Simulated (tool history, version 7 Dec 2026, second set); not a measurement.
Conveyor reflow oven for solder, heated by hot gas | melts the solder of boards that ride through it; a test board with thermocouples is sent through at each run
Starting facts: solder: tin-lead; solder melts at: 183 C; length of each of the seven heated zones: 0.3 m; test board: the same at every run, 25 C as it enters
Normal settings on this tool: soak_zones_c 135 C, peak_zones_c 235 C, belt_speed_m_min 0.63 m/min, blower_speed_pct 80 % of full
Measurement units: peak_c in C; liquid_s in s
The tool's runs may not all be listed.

Run 1, hour 0: usual settings. Result: peak_c 215 C, liquid_s 41.4 s.
At hour 52.5: flux residue cleaned out of gas plates and filters.
Run 2, hour 59.7: usual settings but blower_speed_pct 52 % of full. Result: peak_c 209.2 C, liquid_s 36.5 s.
Run 3, hour 97.7: usual settings but blower_speed_pct 52 % of full. Result: peak_c 209.3 C, liquid_s 36.1 s.
Run 4, hour 122.5: usual settings but blower_speed_pct 52 % of full. Result: peak_c 209 C, liquid_s 35.9 s.
Run 5, hour 152.6: usual settings but blower_speed_pct 52 % of full. Result: peak_c 208.9 C, liquid_s 36 s.
Run 6, hour 204.3: usual settings but blower_speed_pct 52 % of full. Result: peak_c 208.4 C, liquid_s 36 s.
At hour 243.7: belt drive overhauled, speed set with a stopwatch.
At hour 263.7: flux residue cleaned out of gas plates and filters, once more.
Run 7, hour 268.5: usual settings but soak_zones_c 144 C, blower_speed_pct 52 % of full. Result: peak_c 213 C, liquid_s 41.2 s.
Run 8, hour 300.7: usual settings but soak_zones_c 144 C, blower_speed_pct 52 % of full. Result: peak_c 212.9 C, liquid_s 41.1 s.
Run 9, hour 344.5: usual settings but soak_zones_c 144 C, blower_speed_pct 52 % of full. Result: peak_c 212.4 C, liquid_s 40.9 s.
Run 10, hour 386.7: usual settings. Result: peak_c 215.2 C, liquid_s 40.9 s.
Run 11, hour 433.4: usual settings. Result: peak_c 215 C, liquid_s 40.9 s.
Run 12, hour 473.7: usual settings. Result: peak_c 215.2 C, liquid_s 40.6 s.
Run 13, hour 508.2: usual settings but peak_zones_c 237 C, belt_speed_m_min 0.55 m/min. Result: peak_c 220.2 C, liquid_s 50.9 s.
Run 14, hour 540.2: usual settings but peak_zones_c 237 C, belt_speed_m_min 0.55 m/min. Result: peak_c 220.1 C, liquid_s 50.3 s.
Run 15, hour 577.6: usual settings but soak_zones_c 145 C, peak_zones_c 228 C, belt_speed_m_min 0.616 m/min. Result: peak_c 210.5 C, liquid_s 41.9 s.
At hour 607.2: flux residue cleaned out of gas plates and filters.
Run 16, hour 631.9: usual settings but soak_zones_c 125 C, peak_zones_c 233 C, belt_speed_m_min 0.633 m/min, blower_speed_pct 57 % of full. Result: peak_c 207.6 C, liquid_s 32.8 s.
At hour 672.1: thermocouples of zones 6 and 7 changed.
Run 17, hour 677.4: usual settings but soak_zones_c 134 C, belt_speed_m_min 0.536 m/min. Result: peak_c 223.2 C, liquid_s 53.9 s.
Run 18, hour 707.6: usual settings but soak_zones_c 129 C, peak_zones_c 242 C, belt_speed_m_min 0.735 m/min, blower_speed_pct 72 % of full. Result: peak_c 216.2 C, liquid_s 33.9 s.
Run 19, hour 733.3: usual settings but soak_zones_c 120 C, peak_zones_c 240 C, belt_speed_m_min 0.618 m/min, blower_speed_pct 69 % of full. Result: peak_c 219.5 C, liquid_s 40.6 s.
Run 20, hour 761.9: usual settings but soak_zones_c 120 C, peak_zones_c 240 C, belt_speed_m_min 0.526 m/min, blower_speed_pct 69 % of full. Result: peak_c 224.8 C, liquid_s 51.9 s.
Run 21, hour 811.3: usual settings but soak_zones_c 120 C, peak_zones_c 240 C, belt_speed_m_min 0.526 m/min, blower_speed_pct 69 % of full. Result: peak_c 224.4 C, liquid_s 51.7 s.
Run 22, hour 852.8: usual settings but soak_zones_c 123 C, peak_zones_c 233 C. Result: peak_c 213.8 C, liquid_s 37.4 s.
Run 23, hour 907.6: usual settings but soak_zones_c 133 C, peak_zones_c 233 C, belt_speed_m_min 0.759 m/min. Result: peak_c 208.5 C, liquid_s 28.8 s.
Run 24, hour 936.5: usual settings but soak_zones_c 147 C, peak_zones_c 233 C, belt_speed_m_min 0.759 m/min. Result: peak_c 211.2 C, liquid_s 34 s.

Each row is a separate what-if for the run after 24, all from the same tool condition, not one after another. Results?
At hour 952.8: flux residue cleaned out of gas plates and filters.
Run A, hour 981.9: usual settings but soak_zones_c 147 C, peak_zones_c 233 C, belt_speed_m_min 0.747 m/min. Result: peak_c ?, liquid_s ?.
At hour 952.8: flux residue cleaned out of gas plates and filters.
Run B, hour 981.9: usual settings but soak_zones_c 146 C, peak_zones_c 226 C, belt_speed_m_min 0.616 m/min. Result: peak_c ?, liquid_s ?.
At hour 952.8: flux residue cleaned out of gas plates and filters.
Run C, hour 981.9: usual settings but soak_zones_c 147 C, peak_zones_c 232 C, belt_speed_m_min 0.548 m/min. Result: peak_c ?, liquid_s ?.

run  peak_c  liquid_s
  A   213.9      36.5
  B   212.8      44.5
  C   220.7      55.2
With the hidden condition removed and each run's random variation left untouched, the same runs would have given:
run  peak_c  liquid_s
  A   214.7      36.8
  B   213.6      44.8
  C   221.6      55.4
